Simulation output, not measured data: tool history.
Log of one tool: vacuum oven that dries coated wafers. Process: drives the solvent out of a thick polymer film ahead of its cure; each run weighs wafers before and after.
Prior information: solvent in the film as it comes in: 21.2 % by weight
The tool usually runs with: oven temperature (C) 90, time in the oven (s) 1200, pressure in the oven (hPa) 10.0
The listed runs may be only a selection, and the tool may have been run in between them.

{"run": 1, "hour": 0.0, "oven temperature (C)": 90, "time in the oven (s)": 1200, "pressure in the oven (hPa)": 10.0, "solvent left in the film (%)": 3.17}
{"run": 2, "hour": 42.4, "oven temperature (C)": 90, "time in the oven (s)": 1200, "pressure in the oven (hPa)": 10.0, "solvent left in the film (%)": 3.2}
{"run": 3, "hour": 97.5, "oven temperature (C)": 90, "time in the oven (s)": 1200, "pressure in the oven (hPa)": 10.0, "solvent left in the film (%)": 3.29}
{"hour": 112.1, "done": "oven's thermocouples calibrated"}
{"run": 4, "hour": 137.9, "oven temperature (C)": 90, "time in the oven (s)": 1200, "pressure in the oven (hPa)": 7.4, "solvent left in the film (%)": 2.52}
{"run": 5, "hour": 202.1, "oven temperature (C)": 90, "time in the oven (s)": 1200, "pressure in the oven (hPa)": 7.4, "solvent left in the film (%)": 2.66}
{"run": 6, "hour": 245.0, "oven temperature (C)": 90, "time in the oven (s)": 1200, "pressure in the oven (hPa)": 7.4, "solvent left in the film (%)": 2.57}
{"run": 7, "hour": 302.8, "oven temperature (C)": 90, "time in the oven (s)": 1200, "pressure in the oven (hPa)": 7.4, "solvent left in the film (%)": 2.62}
{"run": 8, "hour": 350.8, "oven temperature (C)": 90, "time in the oven (s)": 1200, "pressure in the oven (hPa)": 7.4, "solvent left in the film (%)": 2.66}
{"run": 9, "hour": 398.1, "oven temperature (C)": 90, "time in the oven (s)": 1200, "pressure in the oven (hPa)": 7.4, "solvent left in the film (%)": 2.71}
{"run": 10, "hour": 448.3, "oven temperature (C)": 90, "time in the oven (s)": 1200, "pressure in the oven (hPa)": 21.8, "solvent left in the film (%)": 4.34}
{"run": 11, "hour": 480.9, "oven temperature (C)": 90, "time in the oven (s)": 1200, "pressure in the oven (hPa)": 21.8, "solvent left in the film (%)": 4.41}
{"run": 12, "hour": 540.4, "oven temperature (C)": 103, "time in the oven (s)": 1200, "pressure in the oven (hPa)": 10.0, "solvent left in the film (%)": 1.17}
{"run": 13, "hour": 589.8, "oven temperature (C)": 103, "time in the oven (s)": 1200, "pressure in the oven (hPa)": 10.0, "solvent left in the film (%)": 1.18}
{"run": 14, "hour": 625.5, "oven temperature (C)": 84, "time in the oven (s)": 1200, "pressure in the oven (hPa)": 10.0, "solvent left in the film (%)": 5.05}
{"hour": 632.4, "done": "vacuum gauge cleaned of residue and calibrated"}
{"run": 15, "hour": 684.4, "oven temperature (C)": 84, "time in the oven (s)": 1440, "pressure in the oven (hPa)": 10.0, "solvent left in the film (%)": 4.65}
{"run": 16, "hour": 736.4, "oven temperature (C)": 84, "time in the oven (s)": 1440, "pressure in the oven (hPa)": 10.0, "solvent left in the film (%)": 4.77}
{"run": 17, "hour": 766.0, "oven temperature (C)": 84, "time in the oven (s)": 1440, "pressure in the oven (hPa)": 10.0, "solvent left in the film (%)": 4.69}
{"hour": 792.5, "done": "vacuum gauge cleaned of residue and calibrated, once more"}
{"run": 18, "hour": 818.6, "oven temperature (C)": 84, "time in the oven (s)": 1440, "pressure in the oven (hPa)": 33.0, "solvent left in the film (%)": 6.84}
{"run": 19, "hour": 864.3, "oven temperature (C)": 84, "time in the oven (s)": 1440, "pressure in the oven (hPa)": 33.0, "solvent left in the film (%)": 6.97}
{"run": 20, "hour": 928.6, "oven temperature (C)": 84, "time in the oven (s)": 1440, "pressure in the oven (hPa)": 33.0, "solvent left in the film (%)": 7.0}
{"run": 21, "hour": 979.3, "oven temperature (C)": 77, "time in the oven (s)": 1680, "pressure in the oven (hPa)": 16.2, "solvent left in the film (%)": 6.61}
{"run": 22, "hour": 1036.4, "oven temperature (C)": 77, "time in the oven (s)": 1680, "pressure in the oven (hPa)": 16.2, "solvent left in the film (%)": 6.47}
{"run": 23, "hour": 1069.6, "oven temperature (C)": 90, "time in the oven (s)": 1080, "pressure in the oven (hPa)": 29.8, "solvent left in the film (%)": 5.47}

The logged runs with the hidden state left out (each run's random variation unchanged):
Hidden state at play: true wafer temperature over the reading, C; true pressure over the reading, kPa; drift of the gauge itself on solvent_pct, %.
run=1 solvent_left_in_the_film_(%)=2.20
run=2 solvent_left_in_the_film_(%)=2.21
run=3 solvent_left_in_the_film_(%)=2.26
run=4 solvent_left_in_the_film_(%)=1.95
run=5 solvent_left_in_the_film_(%)=2.07
run=6 solvent_left_in_the_film_(%)=1.97
run=7 solvent_left_in_the_film_(%)=1.99
run=8 solvent_left_in_the_film_(%)=1.99
run=9 solvent_left_in_the_film_(%)=2.02
run=10 solvent_left_in_the_film_(%)=3.57
run=11 solvent_left_in_the_film_(%)=3.62
run=12 solvent_left_in_the_film_(%)=0.76
run=13 solvent_left_in_the_film_(%)=0.76
run=14 solvent_left_in_the_film_(%)=3.99
run=15 solvent_left_in_the_film_(%)=3.14
run=16 solvent_left_in_the_film_(%)=3.20
run=17 solvent_left_in_the_film_(%)=3.13
run=18 solvent_left_in_the_film_(%)=6.31
run=19 solvent_left_in_the_film_(%)=6.40
run=20 solvent_left_in_the_film_(%)=6.37
run=21 solvent_left_in_the_film_(%)=5.89
run=22 solvent_left_in_the_film_(%)=5.71
run=23 solvent_left_in_the_film_(%)=4.85
